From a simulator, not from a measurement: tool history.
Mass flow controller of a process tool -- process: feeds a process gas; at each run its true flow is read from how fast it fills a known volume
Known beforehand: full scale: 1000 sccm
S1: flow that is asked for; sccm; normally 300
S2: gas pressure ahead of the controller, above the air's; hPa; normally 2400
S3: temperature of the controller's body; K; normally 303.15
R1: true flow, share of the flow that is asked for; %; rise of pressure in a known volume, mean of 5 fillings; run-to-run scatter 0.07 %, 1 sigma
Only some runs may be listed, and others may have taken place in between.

| run | hour | S1 | S2 | S3 | R1 |
|---|---|---|---|---|---|
| 1 | 0.0 | 300 | 2400 | 303.15 | 99.64 |
| 2 | 116.2 | 300 | 2400 | 303.15 | 99.69 |
| 3 | 233.8 | 300 | 2550 | 303.15 | 99.60 |
| 4 | 392.6 | 300 | 2550 | 303.15 | 99.67 |
| 5 | 549.6 | 300 | 2400 | 294.15 | 100.32 |
| 6 | 720.9 | 300 | 2400 | 294.15 | 100.31 |
| 7 | 882.8 | 300 | 2400 | 294.15 | 100.28 |
| 8 | 1015.7 | 300 | 2400 | 294.15 | 100.39 |
| 9 | 1222.9 | 300 | 2400 | 303.15 | 99.79 |
| 10 | 1355.7 | 300 | 2400 | 303.15 | 99.90 |
| 11 | 1504.9 | 300 | 2400 | 303.15 | 99.97 |
| 12 | 1648.0 | 300 | 2400 | 303.15 | 99.87 |
| 13 | 1842.1 | 300 | 2400 | 303.15 | 100.09 |
| 14 | 2009.1 | 300 | 2400 | 303.15 | 99.95 |
| 15 | 2126.5 | 600 | 2400 | 303.15 | 99.00 |
| 16 | 2290.7 | 208 | 2400 | 303.15 | 101.52 |
| 17 | 2415.0 | 300 | 2400 | 306.15 | 100.02 |
| 18 | 2680.9 | 300 | 2400 | 308.15 | 99.97 |
| 19 | 2953.1 | 300 | 2400 | 303.15 | 100.22 |
| 20 | 3142.3 | 202 | 2400 | 303.15 | 101.99 |
| 21 | 3354.8 | 300 | 2400 | 303.15 | 100.24 |
| 22 | 3512.6 | 300 | 1990 | 303.15 | 100.29 |
|  | 3559.3 | controller exchanged for a calibrated one |
| 23 | 3695.5 | 300 | 1990 | 303.15 | 98.45 |
| 24 | 3890.7 | 300 | 1920 | 303.15 | 98.56 |
| 25 | 4092.5 | 300 | 1920 | 303.15 | 98.49 |
| 26 | 4224.6 | 300 | 2070 | 305.15 | 98.64 |
| 27 | 4475.8 | 418 | 2610 | 295.15 | 99.37 |
| 28 | 4618.5 | 418 | 2610 | 295.15 | 99.53 |

Run 29 has not been measured yet. What should we expect?
| 29 | 4780.3 | 300 | 1940 | 308.15 | ? |

Run 29 yielded R1 98.32 %.
The same run, on a tool lacking any hidden state, would have yielded R1 97.71 %.
